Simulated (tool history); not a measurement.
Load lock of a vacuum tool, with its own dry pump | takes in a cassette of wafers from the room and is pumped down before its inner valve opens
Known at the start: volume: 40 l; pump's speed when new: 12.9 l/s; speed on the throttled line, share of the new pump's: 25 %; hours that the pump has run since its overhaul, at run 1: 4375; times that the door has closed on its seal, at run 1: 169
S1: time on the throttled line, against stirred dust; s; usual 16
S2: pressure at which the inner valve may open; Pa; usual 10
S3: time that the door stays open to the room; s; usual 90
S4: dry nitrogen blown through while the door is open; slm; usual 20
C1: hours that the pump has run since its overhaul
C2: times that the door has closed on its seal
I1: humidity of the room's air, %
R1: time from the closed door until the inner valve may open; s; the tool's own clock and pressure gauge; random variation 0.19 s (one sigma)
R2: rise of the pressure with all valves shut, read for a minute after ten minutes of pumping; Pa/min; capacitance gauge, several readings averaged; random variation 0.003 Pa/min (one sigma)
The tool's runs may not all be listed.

run	day	S1	S2	S3	S4	C1	C2	I1	R1	R2
1	0.000	16	10	90	20	4375	169	42.0	41.8	0.050
2	23.654	25	10	90	20	4942	1552	45.4	48.1	0.052
3	51.479	16	10	64	20	5610	3178	44.2	42.3	0.051
4	68.838	16	10	64	20	6027	4193	44.6	42.0	0.053
5	88.146	16	10	64	20	6490	5321	43.9	41.9	0.055
6	107.446	16	10	64	20	6953	6449	46.3	42.2	0.061
7	134.275	31	10	90	20	7597	8018	46.6	53.2	0.077
8	154.004	31	10	90	20	8071	9171	49.0	53.4	0.081
9	168.854	16	8	90	20	8427	10039	43.0	43.3	0.080
10	186.679	16	8	90	20	8855	11080	46.2	43.5	0.085
11	208.079	16	8	90	20	9368	12331	43.0	43.7	0.085
12	220.488	16	8	90	20	9666	13057	45.6	43.8	0.091
13	246.275	16	10	30	20	10285	14564	46.2	43.1	0.078
14	264.438	16	10	30	20	10721	15626	45.1	43.6	0.078
# day 277.779: dry pump taken out, an overhauled one fitted
15	286.179	11	10	30	20	202	16882	48.9	37.0	0.094
16	307.367	16	10	150	20	710	18120	42.8	41.3	0.123
17	330.012	16	10	150	20	1254	19444	45.7	40.9	0.130
18	351.908	16	10	150	20	1779	20724	42.3	40.9	0.137
19	377.225	16	10	150	20	2387	22203	43.7	41.4	0.143
20	397.804	16	10	144	10	2881	23406	47.2	41.4	0.163
21	425.496	16	10	144	10	3545	25025	43.6	41.6	0.166
22	450.938	16	10	45	20	4156	26512	44.9	41.6	0.143
23	470.062	15	10	139	20	4615	27630	44.8	40.9	0.167
24	497.875	26	10	118	20	5282	29255	47.5	49.0	0.178
25	514.046	8	10	90	6	5670	30201	43.6	36.1	0.183
26	540.667	16	11	90	39	6309	31757	43.4	41.6	0.168
27	558.988	9	11	90	20	6749	32828	45.3	36.9	0.191
28	585.517	16	8	90	36	7386	34378	43.0	43.7	0.193
29	600.633	12	10	92	14	7749	35262	45.1	39.7	0.205
30	625.167	9	17	30	14	8337	36696	45.4	35.9	0.197
31	651.833	9	17	30	14	8977	38254	45.3	36.3	0.209
32	674.025	9	17	111	4	9510	39551	47.9	35.8	0.270
33	689.450	9	17	76	4	9880	40453	46.6	36.0	0.257
34	717.112	9	17	76	4	10544	42070	44.6	36.5	0.265
# day 737.262: dry pump taken out, an overhauled one fitted
35	740.512	9	17	76	4	78	43423	45.5	34.1	0.280
36	755.517	21	19	76	4	438	44300	43.5	42.7	0.286
37	772.342	21	19	76	4	842	45284	43.7	42.3	0.291

Measured less the same run without the tool's hidden state. The same run-to-run variation is in both; the gauge's scatter may not be:
The hidden state here: pump's speed, % of a new pump's; leak at the door's seal, Pa l/s; drift of the gauge itself on ready_s, %; drift of the gauge itself on rise_pa_min, %.
run	R1	R2
1	+0.9	+0.002
2	+0.9	+0.005
3	+1.1	+0.008
4	+1.3	+0.011
5	+1.3	+0.013
6	+1.4	+0.018
7	+1.4	+0.023
8	+1.5	+0.026
9	+2.0	+0.030
10	+2.1	+0.033
11	+2.2	+0.036
12	+2.3	+0.040
13	+2.4	+0.046
14	+2.5	+0.050
15	-0.1	+0.056
16	+0.0	+0.064
17	+0.2	+0.068
18	+0.2	+0.075
19	+0.4	+0.084
20	+0.5	+0.088
21	+0.7	+0.097
22	+0.8	+0.104
23	+0.9	+0.109
24	+1.1	+0.121
25	+1.3	+0.124
26	+1.3	+0.133
27	+1.6	+0.137
28	+1.7	+0.152
29	+1.9	+0.155
30	+1.9	+0.167
31	+2.1	+0.178
32	+2.2	+0.189
33	+2.3	+0.196
34	+2.6	+0.208
35	+0.2	+0.220
36	+0.3	+0.228
37	+0.3	+0.234

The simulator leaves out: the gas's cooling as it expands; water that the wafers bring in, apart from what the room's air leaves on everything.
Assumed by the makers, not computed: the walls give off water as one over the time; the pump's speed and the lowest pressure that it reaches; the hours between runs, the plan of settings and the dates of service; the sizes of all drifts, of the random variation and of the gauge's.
